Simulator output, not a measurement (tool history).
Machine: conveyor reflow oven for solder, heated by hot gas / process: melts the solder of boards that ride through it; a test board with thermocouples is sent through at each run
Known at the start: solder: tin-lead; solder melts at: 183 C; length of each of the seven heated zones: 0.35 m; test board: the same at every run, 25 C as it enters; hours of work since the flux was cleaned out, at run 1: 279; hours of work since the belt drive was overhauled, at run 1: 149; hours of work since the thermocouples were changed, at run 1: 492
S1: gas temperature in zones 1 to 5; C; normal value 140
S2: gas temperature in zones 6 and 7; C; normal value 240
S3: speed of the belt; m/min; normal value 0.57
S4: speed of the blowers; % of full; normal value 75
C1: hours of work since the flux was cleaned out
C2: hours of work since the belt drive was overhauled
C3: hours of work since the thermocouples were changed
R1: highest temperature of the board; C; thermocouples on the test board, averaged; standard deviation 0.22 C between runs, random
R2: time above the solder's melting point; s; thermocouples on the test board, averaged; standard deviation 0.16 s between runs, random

Run 1, hour 0: usual settings; C1 279; C2 149; C3 492. Result: R1 223.3 C, R2 60 s.
Run 2, hour 34.3: usual settings; C1 299; C2 168; C3 512. Result: R1 223 C, R2 59.8 s.
At hour 77: thermocouples of zones 6 and 7 changed.
Run 3, hour 82: usual settings; C1 326; C2 195; C3 3. Result: R1 222 C, R2 59.2 s.
Run 4, hour 134.2: usual settings; C1 356; C2 225; C3 33. Result: R1 221.9 C, R2 59.2 s.
Run 5, hour 163.3: usual settings; C1 373; C2 242; C3 50. Result: R1 221.8 C, R2 59.2 s.
Run 6, hour 215.8: usual settings; C1 404; C2 273; C3 81. Result: R1 221.7 C, R2 59.1 s.
At hour 222.8: belt drive overhauled, speed set with a stopwatch.
At hour 253.4: flux residue cleaned out of gas plates and filters.
Run 7, hour 276.5: usual settings; C1 13; C2 28; C3 111. Result: R1 224.6 C, R2 61.1 s.
Run 8, hour 307.9: usual settings; C1 32; C2 47; C3 129. Result: R1 224.5 C, R2 61.2 s.
At hour 346.1: belt drive overhauled, speed set with a stopwatch, once more.
Run 9, hour 354.5: usual settings but S2 239 C; C1 56; C2 5; C3 154. Result: R1 223.8 C, R2 60.3 s.
Run 10, hour 385.4: usual settings; C1 74; C2 23; C3 172. Result: R1 224.1 C, R2 60.5 s.
Run 11, hour 418.8: usual settings; C1 94; C2 42; C3 191. Result: R1 224.4 C, R2 60.6 s.
Run 12, hour 454.8: usual settings but S4 83 % of full; C1 115; C2 63; C3 212. Result: R1 224.8 C, R2 61.2 s.
Run 13, hour 484.5: usual settings but S1 151 C, S2 244 C, S3 0.604 m/min, S4 64 % of full; C1 132; C2 80; C3 229. Result: R1 225.9 C, R2 61.5 s.
Run 14, hour 511.1: usual settings but S3 0.679 m/min; C1 147; C2 96; C3 245. Result: R1 217.2 C, R2 46.4 s.
Run 15, hour 551.2: usual settings but S1 155 C, S2 229 C, S3 0.64 m/min; C1 171; C2 119; C3 268. Result: R1 213.6 C, R2 52.3 s.
Run 16, hour 591.2: usual settings but S3 0.631 m/min, S4 62 % of full; C1 194; C2 142; C3 291. Result: R1 217.7 C, R2 50 s.
Run 17, hour 645.5: usual settings but S2 241 C, S3 0.631 m/min, S4 73 % of full; C1 225; C2 174; C3 323. Result: R1 220.5 C, R2 52.2 s.
Run 18, hour 696.5: usual settings but S1 153 C; C1 255; C2 203; C3 352. Result: R1 225.9 C, R2 66.5 s.
Run 19, hour 731.4: usual settings but S1 153 C; C1 275; C2 224; C3 372. Result: R1 225.5 C, R2 66.2 s.

Alternative continuations, all from the tool just after run 19; predict every row:
Run A, hour 762: usual settings but S1 153 C, S2 230 C, S4 65 % of full; C1 293; C2 241; C3 390. Result: R1 ?, R2 ?.
Run B, hour 762: usual settings but S1 153 C, S2 253 C; C1 293; C2 241; C3 390. Result: R1 ?, R2 ?.
Run C, hour 762: usual settings but S1 148 C, S3 0.629 m/min; C1 293; C2 241; C3 390. Result: R1 ?, R2 ?.

run     R1    R2
  A  215.6  59.7
  B  236.6  71.8
  C  221.2  55.6
The same runs, with their run-to-run variation unchanged, on a tool lacking any hidden condition would have given:
run     R1    R2
  A  216.6  60.6
  B  237.9  72.1
  C  222.7  56.5

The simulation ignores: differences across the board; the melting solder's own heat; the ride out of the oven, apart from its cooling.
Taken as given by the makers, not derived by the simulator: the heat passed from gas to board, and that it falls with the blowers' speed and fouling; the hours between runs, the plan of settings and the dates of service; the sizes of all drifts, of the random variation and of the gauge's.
